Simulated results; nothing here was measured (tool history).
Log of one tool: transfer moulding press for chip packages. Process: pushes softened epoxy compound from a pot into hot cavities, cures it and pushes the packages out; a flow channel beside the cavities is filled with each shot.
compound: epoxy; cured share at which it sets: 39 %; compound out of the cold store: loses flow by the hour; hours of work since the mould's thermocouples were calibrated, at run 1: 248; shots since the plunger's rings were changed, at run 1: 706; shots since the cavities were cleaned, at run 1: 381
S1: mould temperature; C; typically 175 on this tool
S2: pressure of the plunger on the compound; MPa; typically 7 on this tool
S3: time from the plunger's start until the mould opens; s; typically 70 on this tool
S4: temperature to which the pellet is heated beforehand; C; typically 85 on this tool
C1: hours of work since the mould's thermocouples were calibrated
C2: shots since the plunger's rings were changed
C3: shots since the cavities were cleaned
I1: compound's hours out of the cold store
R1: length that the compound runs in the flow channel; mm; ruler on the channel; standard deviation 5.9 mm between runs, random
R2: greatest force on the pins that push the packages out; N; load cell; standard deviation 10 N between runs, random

| run | day | S1 | S2 | S3 | S4 | C1 | C2 | C3 | I1 | R1 | R2 |
|---|---|---|---|---|---|---|---|---|---|---|---|
| 1 | 0 | 175 | 7 | 70 | 85 | 248 | 706 | 381 | 46.8 | 759 | 686 |
| 2 | 0.242 | 175 | 7 | 70 | 85 | 252 | 790 | 465 | 18.3 | 865 | 762 |
| 3 | 0.483 | 175 | 6.88 | 70 | 85 | 256 | 875 | 550 | 29.5 | 806 | 794 |
| 4 | 0.908 | 171 | 6.88 | 70 | 85 | 263 | 1023 | 698 | 10.4 | 919 | 1072 |
|  | 1.312 | cavities cleaned with cleaning compound and waxed |
| 5 | 1.317 | 175 | 7 | 70 | 85 | 268 | 1144 | 1 | 19.5 | 866 | 447 |
| 6 | 1.704 | 175 | 7 | 70 | 85 | 274 | 1279 | 136 | 39.6 | 777 | 544 |
| 7 | 2.046 | 175 | 7 | 70 | 85 | 279 | 1399 | 256 | 30.3 | 811 | 623 |
| 8 | 2.442 | 175 | 7 | 70 | 85 | 286 | 1537 | 394 | 41.6 | 757 | 679 |
| 9 | 2.792 | 175 | 7 | 57 | 85 | 291 | 1659 | 516 | 18.3 | 862 | 1140 |
| 10 | 3.088 | 175 | 7 | 57 | 85 | 296 | 1762 | 619 | 15.2 | 880 | 1208 |
| 11 | 3.362 | 175 | 7 | 79 | 85 | 300 | 1859 | 716 | 47.9 | 751 | 718 |
| 12 | 3.55 | 175 | 7 | 79 | 85 | 303 | 1924 | 781 | 39.7 | 763 | 713 |
|  | 3.746 | cavities cleaned with cleaning compound and waxed |
| 13 | 4.008 | 175 | 5.81 | 79 | 85 | 309 | 2062 | 92 | 26.7 | 751 | 467 |
| 14 | 4.212 | 175 | 5.81 | 79 | 85 | 312 | 2133 | 163 | 36.4 | 703 | 513 |
| 15 | 4.508 | 175 | 5.81 | 79 | 85 | 317 | 2237 | 267 | 38.7 | 690 | 574 |
| 16 | 4.812 | 180 | 7 | 70 | 85 | 322 | 2343 | 373 | 31.9 | 782 | 621 |
| 17 | 5.071 | 168 | 7 | 61 | 89 | 326 | 2433 | 463 | 21.5 | 852 | 1541 |
| 18 | 5.325 | 177 | 7.91 | 77 | 85 | 330 | 2521 | 551 | 21.6 | 879 | 670 |
| 19 | 5.725 | 177 | 7.91 | 77 | 85 | 336 | 2661 | 691 | 24.3 | 868 | 729 |
| 20 | 5.946 | 175 | 5.76 | 70 | 76 | 340 | 2738 | 768 | 21.9 | 761 | 848 |
|  | 6.167 | cavities cleaned with cleaning compound and waxed |
| 21 | 6.2 | 175 | 5.76 | 70 | 76 | 343 | 2805 | 12 | 34.3 | 701 | 454 |
| 22 | 6.554 | 181 | 8.06 | 96 | 76 | 348 | 2929 | 136 | 40.8 | 803 | 453 |
| 23 | 6.962 | 173 | 7 | 51 | 85 | 354 | 3071 | 278 | 42.7 | 743 | 1315 |
| 24 | 7.275 | 175 | 7.57 | 70 | 85 | 359 | 3181 | 388 | 41.4 | 780 | 704 |
| 25 | 7.458 | 169 | 7.2 | 53 | 87 | 362 | 3244 | 451 | 13.2 | 889 | 2021 |
| 26 | 7.721 | 175 | 7 | 72 | 85 | 366 | 3336 | 543 | 25.8 | 806 | 744 |
| 27 | 8.004 | 175 | 7 | 72 | 85 | 371 | 3434 | 641 | 18.8 | 822 | 796 |
| 28 | 8.271 | 175 | 6.95 | 70 | 84 | 375 | 3528 | 735 | 9.6 | 867 | 890 |
|  | 8.575 | cavities cleaned with cleaning compound and waxed |
| 29 | 8.575 | 175 | 8.72 | 89 | 85 | 379 | 3612 | 0 | 45.4 | 820 | 372 |

4 options for the next run, each taken on its own from the tool as it stands now. Forecast them:
| A | 8.892 | 175 | 8.72 | 89 | 88 | 384 | 3722 | 110 | 45.9 | ? | ? |
| B | 8.892 | 175 | 5.34 | 54 | 85 | 384 | 3722 | 110 | 42.8 | ? | ? |
| C | 8.892 | 183 | 7 | 84 | 90 | 384 | 3722 | 110 | 20.2 | ? | ? |
| D | 8.892 | 173 | 5.71 | 69 | 85 | 384 | 3722 | 110 | 15 | ? | ? |

| run | R1 | R2 |
|---|---|---|
| A | 806 | 450 |
| B | 645 | 828 |
| C | 809 | 450 |
| D | 773 | 676 |
Had the tool no hidden state, the same runs would have come out as:
| run | R1 | R2 |
|---|---|---|
| A | 857 | 369 |
| B | 685 | 702 |
| C | 859 | 367 |
| D | 822 | 572 |

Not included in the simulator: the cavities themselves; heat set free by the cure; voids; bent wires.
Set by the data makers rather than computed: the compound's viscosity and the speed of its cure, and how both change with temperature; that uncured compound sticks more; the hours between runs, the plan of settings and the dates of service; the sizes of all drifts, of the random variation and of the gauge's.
